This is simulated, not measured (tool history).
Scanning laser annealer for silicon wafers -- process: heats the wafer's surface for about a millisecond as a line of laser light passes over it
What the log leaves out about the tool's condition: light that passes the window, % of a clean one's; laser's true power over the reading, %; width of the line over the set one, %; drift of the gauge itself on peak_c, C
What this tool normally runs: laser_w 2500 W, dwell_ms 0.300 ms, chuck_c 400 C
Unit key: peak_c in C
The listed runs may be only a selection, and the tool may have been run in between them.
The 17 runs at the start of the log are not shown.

run	hour	laser_w	dwell_ms	chuck_c	hours of work since the window was cleaned	hours of work since the power meter was calibrated	hours of work since the optics were aligned	peak_c
# hour 174.4: window over the wafer cleaned
18	189.8	2500	0.300	400	10	506	598	1168
19	203.4	2500	0.300	400	18	515	607	1169
20	216.4	2500	0.300	400	27	523	615	1164
21	229.2	2500	0.300	419	35	531	623	1186
# hour 240.2: window over the wafer cleaned, once more
22	243.5	2597	0.258	400	2	539	631	1170
23	256.3	2723	0.307	362	10	547	639	1235
24	265.5	2500	0.319	361	16	553	645	1175
25	280.4	2231	0.317	410	25	562	654	1129
26	296.7	2203	0.317	433	36	572	665	1146
27	308.6	2398	0.270	368	43	580	672	1087
28	320.8	2130	0.266	372	51	588	680	1002
29	334.7	2130	0.266	372	60	596	689	1002
30	344.8	2613	0.266	394	66	603	695	1179
31	353.3	2613	0.278	394	72	608	700	1192
32	367.1	2613	0.278	394	80	617	709	1191
33	376.0	2613	0.278	394	86	623	715	1189
34	391.6	2613	0.278	394	96	633	725	1189
35	407.6	2500	0.295	400	106	643	735	1177
36	420.8	2604	0.326	414	114	651	743	1265
37	433.6	2189	0.333	400	122	659	751	1113
38	445.9	2189	0.333	400	130	667	759	1115
39	462.0	2189	0.333	400	140	677	769	1113
40	472.0	2446	0.253	400	147	683	776	1110
41	480.7	2446	0.253	400	152	689	781	1106
42	495.4	2500	0.330	402	161	698	790	1213

Predict each of these 3 candidate next runs independently; none follows another, all start after run 42:
A	509.2	2309	0.378	390	170	707	799	?
B	509.2	2414	0.330	402	170	707	799	?
C	509.2	2500	0.255	402	170	707	799	?

run	peak_c
A	1185
B	1191
C	1125
Stripped of hidden state, with their random variation kept, the same runs would have yielded:
run	peak_c
A	1219
B	1224
C	1156

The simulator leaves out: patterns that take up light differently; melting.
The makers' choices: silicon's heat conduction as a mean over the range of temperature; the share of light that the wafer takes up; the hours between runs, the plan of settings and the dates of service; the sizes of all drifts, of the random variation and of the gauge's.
